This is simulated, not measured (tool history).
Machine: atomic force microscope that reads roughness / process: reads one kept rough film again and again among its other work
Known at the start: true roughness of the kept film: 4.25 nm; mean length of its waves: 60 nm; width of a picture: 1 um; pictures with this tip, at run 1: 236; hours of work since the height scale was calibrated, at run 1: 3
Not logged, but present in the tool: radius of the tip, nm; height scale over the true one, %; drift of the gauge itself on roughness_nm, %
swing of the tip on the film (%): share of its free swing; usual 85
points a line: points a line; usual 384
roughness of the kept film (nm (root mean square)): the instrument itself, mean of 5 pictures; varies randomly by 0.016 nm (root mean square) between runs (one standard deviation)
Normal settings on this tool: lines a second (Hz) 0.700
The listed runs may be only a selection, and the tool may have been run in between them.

| run | day | lines a second (Hz) | swing of the tip on the film (%) | points a line | pictures with this tip | hours of work since the height scale was calibrated | roughness of the kept film (nm (root mean square)) |
|---|---|---|---|---|---|---|---|
| 1 | 0.000 | 0.700 | 85 | 384 | 236 | 3 | 3.586 |
| 2 | 0.292 | 0.700 | 66 | 384 | 247 | 6 | 3.619 |
| 3 | 0.450 | 1.311 | 66 | 384 | 252 | 8 | 3.605 |
| 4 | 0.621 | 1.311 | 66 | 384 | 258 | 10 | 3.595 |
|  | 0.829 | new tip fitted |
| 5 | 0.833 | 1.311 | 66 | 384 | 0 | 12 | 4.005 |
| 6 | 1.021 | 0.700 | 85 | 717 | 7 | 15 | 3.979 |
|  | 1.092 | height scale calibrated on a step standard |
| 7 | 1.350 | 0.700 | 85 | 717 | 17 | 3 | 3.976 |
| 8 | 1.633 | 0.700 | 68 | 988 | 27 | 6 | 3.975 |
| 9 | 1.800 | 2.739 | 68 | 988 | 33 | 8 | 3.846 |
| 10 | 2.083 | 1.519 | 86 | 384 | 43 | 12 | 3.732 |
| 11 | 2.388 | 0.700 | 76 | 384 | 53 | 15 | 3.905 |
|  | 2.458 | height scale calibrated on a step standard, once more |
| 12 | 2.779 | 1.909 | 67 | 384 | 66 | 4 | 3.837 |
| 13 | 3.158 | 1.442 | 80 | 718 | 79 | 8 | 3.754 |

Consider 3 possible next runs. They are alternatives, not a sequence: every one starts from the tool as it was left by run 13. What does each give?
| A | 3.400 | 0.700 | 90 | 543 | 88 | 11 | ? |
| B | 3.400 | 0.726 | 83 | 384 | 88 | 11 | ? |
| C | 3.400 | 1.442 | 89 | 718 | 88 | 11 | ? |

| run | roughness of the kept film (nm (root mean square)) |
|---|---|
| A | 3.779 |
| B | 3.812 |
| C | 3.629 |
Had the tool no hidden state, the same runs would have come out as:
| run | roughness of the kept film (nm (root mean square)) |
|---|---|
| A | 3.948 |
| B | 3.982 |
| C | 3.791 |
